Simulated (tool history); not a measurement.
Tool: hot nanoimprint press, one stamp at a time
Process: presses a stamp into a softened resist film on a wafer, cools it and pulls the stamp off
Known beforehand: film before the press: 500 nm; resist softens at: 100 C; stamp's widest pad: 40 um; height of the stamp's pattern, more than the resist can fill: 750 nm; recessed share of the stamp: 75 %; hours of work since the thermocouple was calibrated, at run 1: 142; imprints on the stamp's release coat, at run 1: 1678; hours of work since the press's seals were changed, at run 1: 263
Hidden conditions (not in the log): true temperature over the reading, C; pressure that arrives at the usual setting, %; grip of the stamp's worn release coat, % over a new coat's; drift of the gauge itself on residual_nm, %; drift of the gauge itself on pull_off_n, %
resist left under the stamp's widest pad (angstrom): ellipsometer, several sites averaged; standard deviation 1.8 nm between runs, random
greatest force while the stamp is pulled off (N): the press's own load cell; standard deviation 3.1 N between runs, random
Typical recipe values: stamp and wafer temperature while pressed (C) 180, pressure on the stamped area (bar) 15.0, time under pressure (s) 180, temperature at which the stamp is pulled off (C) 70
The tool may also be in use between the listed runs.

| run | hour | stamp and wafer temperature while pressed (C) | pressure on the stamped area (bar) | time under pressure (s) | temperature at which the stamp is pulled off (C) | hours of work since the thermocouple was calibrated | imprints on the stamp's release coat | hours of work since the press's seals were changed | resist left under the stamp's widest pad (angstrom) | greatest force while the stamp is pulled off (N) |
|---|---|---|---|---|---|---|---|---|---|---|
| 1 | 0.0 | 180 | 15.0 | 180 | 70 | 142 | 1678 | 263 | 2964 | 186 |
| 2 | 9.6 | 180 | 15.0 | 180 | 70 | 147 | 1702 | 267 | 2958 | 180 |
|  | 22.8 | stamp cleaned and given a new release coat |
| 3 | 32.0 | 180 | 15.0 | 246 | 70 | 155 | 23 | 276 | 2713 | 149 |
| 4 | 48.0 | 180 | 15.0 | 246 | 70 | 163 | 62 | 284 | 2704 | 149 |
| 5 | 58.3 | 181 | 15.0 | 180 | 70 | 168 | 87 | 289 | 2913 | 149 |
| 6 | 71.6 | 181 | 15.0 | 180 | 70 | 175 | 119 | 295 | 2889 | 147 |
| 7 | 83.0 | 181 | 15.0 | 180 | 70 | 181 | 147 | 301 | 2899 | 154 |
| 8 | 96.4 | 181 | 15.0 | 180 | 70 | 188 | 180 | 308 | 2931 | 153 |
| 9 | 111.8 | 181 | 15.0 | 180 | 70 | 195 | 217 | 316 | 2909 | 149 |
| 10 | 120.9 | 180 | 20.0 | 180 | 70 | 200 | 240 | 320 | 2615 | 150 |
| 11 | 139.3 | 180 | 20.0 | 180 | 70 | 209 | 284 | 329 | 2635 | 153 |
| 12 | 159.3 | 180 | 20.0 | 180 | 70 | 219 | 333 | 339 | 2597 | 160 |
| 13 | 174.0 | 180 | 20.0 | 180 | 70 | 227 | 369 | 347 | 2631 | 152 |
| 14 | 188.0 | 180 | 20.0 | 176 | 70 | 234 | 403 | 354 | 2664 | 159 |
| 15 | 197.0 | 174 | 15.0 | 180 | 70 | 238 | 425 | 358 | 3514 | 150 |
| 16 | 208.2 | 174 | 15.0 | 180 | 70 | 244 | 452 | 364 | 3536 | 159 |
| 17 | 222.3 | 174 | 15.0 | 180 | 70 | 251 | 486 | 371 | 3506 | 155 |
| 18 | 243.4 | 190 | 11.2 | 305 | 70 | 261 | 538 | 382 | 2142 | 162 |
| 19 | 260.9 | 190 | 11.2 | 305 | 70 | 270 | 581 | 390 | 2135 | 158 |
| 20 | 277.6 | 190 | 11.2 | 305 | 76 | 279 | 621 | 399 | 2131 | 149 |
| 21 | 298.4 | 181 | 16.1 | 180 | 70 | 289 | 672 | 409 | 2819 | 162 |
| 22 | 313.7 | 181 | 22.6 | 180 | 75 | 297 | 709 | 417 | 2442 | 140 |
| 23 | 333.5 | 181 | 22.6 | 180 | 75 | 307 | 757 | 427 | 2446 | 150 |
| 24 | 353.2 | 181 | 22.6 | 215 | 61 | 316 | 806 | 437 | 2319 | 195 |
| 25 | 362.2 | 180 | 15.0 | 180 | 76 | 321 | 827 | 441 | 3020 | 146 |
| 26 | 379.8 | 182 | 21.4 | 180 | 70 | 330 | 870 | 450 | 2425 | 167 |
| 27 | 400.2 | 182 | 21.4 | 180 | 70 | 340 | 920 | 460 | 2425 | 169 |
| 28 | 412.9 | 180 | 11.0 | 221 | 70 | 346 | 951 | 467 | 3234 | 165 |
| 29 | 424.3 | 189 | 10.3 | 117 | 60 | 352 | 979 | 472 | 3145 | 206 |
| 30 | 434.7 | 189 | 10.3 | 117 | 60 | 357 | 1004 | 478 | 3159 | 195 |

Run 31 comes next. What will it give?
| 31 | 443.8 | 189 | 10.3 | 117 | 60 | 362 | 1026 | 482 | ? | ? |

{"run 31": {"resist left under the stamp's widest pad (angstrom)": 3138, "greatest force while the stamp is pulled off (N)": 199}}
If the tool had no hidden condition, the same run with the same run-to-run variation would have returned resist left under the stamp's widest pad (angstrom) 3034, greatest force while the stamp is pulled off (N) 170.

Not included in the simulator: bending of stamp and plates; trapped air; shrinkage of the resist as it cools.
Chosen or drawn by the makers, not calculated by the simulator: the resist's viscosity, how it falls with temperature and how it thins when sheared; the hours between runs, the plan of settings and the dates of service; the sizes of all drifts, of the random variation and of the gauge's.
